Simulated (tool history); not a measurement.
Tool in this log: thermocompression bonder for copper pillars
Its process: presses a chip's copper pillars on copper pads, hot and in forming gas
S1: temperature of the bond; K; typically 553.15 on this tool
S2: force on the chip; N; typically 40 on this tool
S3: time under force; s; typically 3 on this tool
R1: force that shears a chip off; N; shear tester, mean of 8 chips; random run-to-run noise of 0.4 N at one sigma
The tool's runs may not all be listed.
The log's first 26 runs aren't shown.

{"run": 27, "hour": 841.7, "S1": 553.15, "S2": 25, "S3": 8, "R1": 52.8}
{"run": 28, "hour": 882.0, "S1": 553.15, "S2": 24, "S3": 3, "R1": 35.1}
{"run": 29, "hour": 922.5, "S1": 553.15, "S2": 24, "S3": 3, "R1": 34.2}
{"hour": 938.4, "done": "forming gas filter changed"}
{"run": 30, "hour": 941.9, "S1": 553.15, "S2": 24, "S3": 3, "R1": 36.7}
{"run": 31, "hour": 961.4, "S1": 539.15, "S2": 25, "S3": 7, "R1": 42.1}
{"run": 32, "hour": 980.6, "S1": 545.15, "S2": 28, "S3": 3, "R1": 38.4}
{"run": 33, "hour": 1003.0, "S1": 544.15, "S2": 39, "S3": 4, "R1": 59.0}
{"run": 34, "hour": 1037.4, "S1": 548.15, "S2": 31, "S3": 7, "R1": 58.9}
{"run": 35, "hour": 1060.0, "S1": 548.15, "S2": 31, "S3": 7, "R1": 58.8}

What if the next run were any one of these 3? Each begins from the tool's condition after run 35:
{"run": "A", "hour": 1082.3, "S1": 548.15, "S2": 31, "S3": 3, "R1": "?"}
{"run": "B", "hour": 1082.3, "S1": 548.15, "S2": 34, "S3": 3, "R1": "?"}
{"run": "C", "hour": 1082.3, "S1": 548.15, "S2": 31, "S3": 3, "R1": "?"}

run=A R1=43.6
run=B R1=48.1
run=C R1=44.0
Without the tool's hidden state the same runs would have given:
run=A R1=46.0
run=B R1=50.7
run=C R1=46.4

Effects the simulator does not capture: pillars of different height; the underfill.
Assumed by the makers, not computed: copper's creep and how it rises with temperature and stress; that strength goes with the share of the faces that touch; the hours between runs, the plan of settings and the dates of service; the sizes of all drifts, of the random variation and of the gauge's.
